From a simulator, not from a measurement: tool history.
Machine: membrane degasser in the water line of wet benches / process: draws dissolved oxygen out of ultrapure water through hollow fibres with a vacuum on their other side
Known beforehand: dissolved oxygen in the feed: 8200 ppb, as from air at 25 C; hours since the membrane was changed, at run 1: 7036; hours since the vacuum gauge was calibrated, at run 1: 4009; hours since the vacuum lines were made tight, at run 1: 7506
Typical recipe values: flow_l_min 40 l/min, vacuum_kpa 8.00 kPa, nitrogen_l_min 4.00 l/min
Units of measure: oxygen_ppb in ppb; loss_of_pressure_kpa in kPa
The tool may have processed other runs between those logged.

run	hour	flow_l_min	vacuum_kpa	nitrogen_l_min	hours since the membrane was changed	hours since the vacuum gauge was calibrated	hours since the vacuum lines were made tight	oxygen_ppb	loss_of_pressure_kpa
1	0.0	40	8.00	4.00	7036	4009	7506	250.7	31.20
2	270.7	40	8.00	4.00	7307	4280	7777	249.3	31.44
3	610.2	40	8.00	4.00	7646	4619	8116	245.7	31.17
4	838.6	40	8.00	4.00	7874	4848	8345	252.8	31.24
5	1053.4	40	11.72	4.00	8089	5063	8559	329.6	31.31
# hour 1157.3: vacuum gauge calibrated
6	1219.8	40	11.72	4.00	8255	63	8725	340.9	31.61
7	1548.8	40	5.51	4.00	8584	392	9054	198.9	31.21
8	1692.0	40	5.51	4.00	8727	535	9197	200.6	31.28
9	1984.9	40	5.51	5.83	9020	828	9490	183.1	31.29
10	2141.7	27	8.00	4.00	9177	984	9647	138.0	21.15
11	2432.1	48	8.00	4.00	9467	1275	9938	345.6	38.00
# hour 2532.2: vacuum gauge calibrated, once more
12	2622.9	48	8.00	4.00	9658	91	10128	335.3	37.74
13	2873.5	40	8.00	4.35	9908	341	10378	243.1	31.59
14	3045.1	40	8.00	4.35	10080	513	10550	241.0	31.71
15	3201.8	40	8.00	4.00	10237	670	10707	255.3	31.62
16	3512.6	40	8.00	4.00	10547	980	11018	251.4	31.95
# hour 3683.7: seals of the vacuum lines changed
17	3810.2	40	5.48	8.90	10843	1276	127	166.5	31.74
18	4094.6	47	15.51	7.05	11128	1560	411	389.4	37.31
19	4308.7	50	13.25	4.00	11342	1775	625	499.1	39.84
20	4494.1	28	8.00	5.88	11527	1960	810	114.7	22.28
21	4773.9	40	8.00	11.76	11807	2240	1090	185.4	31.73
22	4936.4	48	15.35	4.00	11969	2402	1253	521.4	38.24
23	5195.7	40	8.00	3.17	12229	2661	1512	280.5	32.00
24	5351.9	30	7.60	11.69	12385	2818	1668	102.4	23.88
25	5524.6	40	6.48	4.00	12557	2990	1841	226.5	32.00
26	5842.2	40	6.48	4.00	12875	3308	2159	224.5	32.59
27	6089.1	34	6.63	4.00	13122	3555	2405	173.9	27.01
28	6307.4	40	15.08	2.75	13340	3773	2624	521.1	32.35
29	6644.5	33	7.65	2.26	13677	4110	2961	244.5	26.58
30	6888.7	33	7.65	2.26	13922	4354	3205	252.6	26.56
31	7099.2	27	12.46	2.24	14132	4565	3415	310.4	21.63

What if the next run were any one of these 4? Each begins from the tool's condition after run 31:
A	7293.8	27	14.61	5.37	14327	4760	3610	?	?
B	7293.8	34	7.51	6.17	14327	4760	3610	?	?
C	7293.8	27	6.98	2.21	14327	4760	3610	?	?
D	7293.8	27	8.00	3.53	14327	4760	3610	?	?

run	oxygen_ppb	loss_of_pressure_kpa
A	198.9	21.96
B	162.0	27.30
C	168.5	21.82
D	145.8	21.38
What these runs would have given with no unlogged condition in the tool:
run	oxygen_ppb	loss_of_pressure_kpa
A	180.9	20.71
B	135.2	25.72
C	147.9	20.57
D	127.3	20.13
